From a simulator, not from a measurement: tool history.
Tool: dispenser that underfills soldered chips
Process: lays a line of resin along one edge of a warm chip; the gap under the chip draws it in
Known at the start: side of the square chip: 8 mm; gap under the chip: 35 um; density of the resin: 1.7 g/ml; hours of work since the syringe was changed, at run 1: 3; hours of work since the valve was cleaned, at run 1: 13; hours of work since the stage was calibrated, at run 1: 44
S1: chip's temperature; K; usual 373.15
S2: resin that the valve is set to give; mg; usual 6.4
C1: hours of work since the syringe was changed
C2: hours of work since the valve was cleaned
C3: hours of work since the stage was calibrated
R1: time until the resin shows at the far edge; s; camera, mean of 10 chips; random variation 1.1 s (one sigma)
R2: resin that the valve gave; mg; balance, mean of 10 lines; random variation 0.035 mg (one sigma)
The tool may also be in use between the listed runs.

run	hour	S1	S2	C1	C2	C3	R1	R2
1	0	373.15	6.4	3	13	44	127	6.39
2	4.8	373.15	6.4	6	16	47	157.3	6.33
# hour 6.6: new syringe of resin
3	14.1	384.15	6.4	5	22	53	109.8	6.33
# hour 17.5: new syringe of resin
4	23.9	365.15	6.4	4	29	60	174.9	6.35
# hour 28.3: new syringe of resin
5	31.8	373.15	7.71	2	34	65	122.2	7.55
6	37.6	373.15	7.71	6	38	69	159.4	7.55
# hour 39.5: new syringe of resin
7	45	373.15	7.71	4	43	73	136.4	7.52
# hour 50.2: new syringe of resin
8	54.5	373.15	7.71	3	49	80	126	7.44
# hour 61.3: new syringe of resin
9	63.8	373.15	7.71	2	55	86	114.8	7.46
10	69	373.15	7.92	5	59	89	149.9	7.67
# hour 70.8: dispensing valve cleaned and set on the balance
# hour 73.5: new syringe of resin
11	80.3	373.15	7.92	5	6	96	143.5	7.95
# hour 84.3: new syringe of resin
12	90.7	373.15	7.57	4	13	103	140.9	7.52
# hour 95.3: new syringe of resin
13	100.3	373.15	7.57	3	19	109	129.6	7.44
# hour 106.4: new syringe of resin
14	110.3	361.15	6.95	3	26	116	174.4	6.85
# hour 117: new syringe of resin
15	117.2	361.15	6.95	0	30	120	145.7	6.74
16	122.8	361.15	6.95	4	34	124	191.1	6.85
# hour 127.9: new syringe of resin
17	131	365.15	7.06	2	39	129	148.2	6.88
# hour 138.4: new syringe of resin
18	138.4	374.15	5.93	0	44	134	102.7	5.75
19	146	373.15	5.95	5	49	139	147	5.73
# hour 149.4: new syringe of resin
20	150.9	381.15	5.95	1	53	142	90	5.77
# hour 160.5: new syringe of resin
# hour 162.2: dispensing valve cleaned and set on the balance
21	163	381.15	5.95	1	1	150	90.7	6.01
# hour 172.1: new syringe of resin
22	174	381.15	7.26	1	8	157	90.4	7.22
# hour 182.6: new syringe of resin
23	184.9	381.15	7.26	2	15	164	93.3	7.23
# hour 193.1: new syringe of resin
24	194.3	364.15	8.19	1	21	170	138.4	8.08
25	202.4	370.15	6.71	6	27	176	172.9	6.64

Forecast each of these 4 alternatives for the next run:
# hour 203.6: new syringe of resin
A	212.4	362.15	6.4	6	33	182	?	?
# hour 203.6: new syringe of resin
B	212.4	364.15	6.78	6	33	182	?	?
# hour 203.6: new syringe of resin
C	212.4	374.15	7.8	6	33	182	?	?
# hour 203.6: new syringe of resin
D	212.4	362.15	5.87	6	33	182	?	?

run	R1	R2
A	209.2	6.35
B	196.3	6.67
C	145.7	7.63
D	209.2	5.67
Without the tool's hidden state the same runs would have given:
run	R1	R2
A	144	6.48
B	135.2	6.81
C	100.3	7.79
D	143.7	5.79
